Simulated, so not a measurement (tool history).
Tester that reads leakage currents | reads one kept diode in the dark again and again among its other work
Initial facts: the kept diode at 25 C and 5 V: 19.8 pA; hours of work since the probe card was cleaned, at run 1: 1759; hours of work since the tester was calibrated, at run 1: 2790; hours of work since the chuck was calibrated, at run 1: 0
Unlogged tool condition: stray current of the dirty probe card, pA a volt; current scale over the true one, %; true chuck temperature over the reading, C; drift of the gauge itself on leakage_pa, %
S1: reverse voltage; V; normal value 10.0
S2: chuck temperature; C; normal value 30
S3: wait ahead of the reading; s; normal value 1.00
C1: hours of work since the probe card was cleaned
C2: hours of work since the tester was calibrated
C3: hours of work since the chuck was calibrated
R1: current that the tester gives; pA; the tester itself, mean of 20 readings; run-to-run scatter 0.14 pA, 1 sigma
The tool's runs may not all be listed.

run 1 hour=0.0 | S1=10.0 S2=30 S3=1.00 | C1=1759 C2=2790 C3=0 | R1=65.24
-- hour=147.1 probe card cleaned and baked
run 2 hour=147.1 | S1=10.0 S2=30 S3=1.00 | C1=0 C2=2877 C3=87 | R1=44.93
run 3 hour=264.9 | S1=10.0 S2=30 S3=1.00 | C1=71 C2=2948 C3=158 | R1=45.44
run 4 hour=328.5 | S1=10.0 S2=30 S3=1.00 | C1=109 C2=2986 C3=196 | R1=45.57
run 5 hour=468.2 | S1=10.0 S2=30 S3=1.00 | C1=193 C2=3070 C3=280 | R1=46.24
run 6 hour=539.4 | S1=10.0 S2=30 S3=1.00 | C1=236 C2=3113 C3=323 | R1=46.63
run 7 hour=619.3 | S1=10.0 S2=30 S3=1.00 | C1=284 C2=3161 C3=371 | R1=46.60
run 8 hour=688.1 | S1=2.1 S2=30 S3=1.00 | C1=325 C2=3202 C3=412 | R1=20.48
run 9 hour=760.5 | S1=2.1 S2=30 S3=1.00 | C1=369 C2=3246 C3=456 | R1=20.43
run 10 hour=870.6 | S1=2.1 S2=30 S3=1.00 | C1=435 C2=3312 C3=522 | R1=20.51
run 11 hour=1000.1 | S1=2.1 S2=30 S3=1.00 | C1=513 C2=3390 C3=600 | R1=20.62
run 12 hour=1137.4 | S1=2.1 S2=30 S3=1.00 | C1=596 C2=3472 C3=682 | R1=20.43
run 13 hour=1201.0 | S1=2.1 S2=47 S3=1.49 | C1=634 C2=3511 C3=720 | R1=78.29
run 14 hour=1297.0 | S1=2.4 S2=26 S3=0.32 | C1=692 C2=3568 C3=778 | R1=16.88
run 15 hour=1407.8 | S1=10.0 S2=30 S3=2.36 | C1=758 C2=3635 C3=845 | R1=49.03
-- hour=1418.4 tester calibrated
run 16 hour=1495.7 | S1=10.0 S2=27 S3=1.16 | C1=810 C2=46 C3=896 | R1=40.97
run 17 hour=1586.4 | S1=4.6 S2=37 S3=0.60 | C1=864 C2=101 C3=951 | R1=55.09
run 18 hour=1693.9 | S1=4.6 S2=37 S3=0.60 | C1=929 C2=166 C3=1016 | R1=55.12
run 19 hour=1787.1 | S1=4.6 S2=37 S3=0.60 | C1=985 C2=222 C3=1072 | R1=54.74
-- hour=1863.0 tester calibrated, once more
run 20 hour=1870.0 | S1=4.6 S2=37 S3=0.60 | C1=1034 C2=4 C3=1120 | R1=54.01
run 21 hour=2001.8 | S1=4.6 S2=37 S3=0.56 | C1=1113 C2=83 C3=1200 | R1=53.94
run 22 hour=2151.0 | S1=10.0 S2=38 S3=5.22 | C1=1203 C2=173 C3=1289 | R1=88.15
run 23 hour=2229.7 | S1=1.4 S2=53 S3=1.41 | C1=1250 C2=220 C3=1337 | R1=94.97

Forecast each of these 5 alternatives for the next run:
run A hour=2373.2 | S1=3.0 S2=53 S3=1.41 | C1=1336 C2=307 C3=1423 | R1=?
run B hour=2373.2 | S1=10.0 S2=40 S3=1.00 | C1=1336 C2=307 C3=1423 | R1=?
run C hour=2373.2 | S1=1.4 S2=53 S3=0.73 | C1=1336 C2=307 C3=1423 | R1=?
run D hour=2373.2 | S1=10.0 S2=24 S3=1.00 | C1=1336 C2=307 C3=1423 | R1=?
run E hour=2373.2 | S1=17.2 S2=30 S3=1.78 | C1=1336 C2=307 C3=1423 | R1=?

run=A R1=139.61
run=B R1=103.77
run=C R1=94.15
run=D R1=38.13
run=E R1=75.41
What these runs would have given with no unlogged condition in the tool:
run=A R1=154.79
run=B R1=102.83
run=C R1=105.45
run=D R1=27.16
run=E R1=58.32
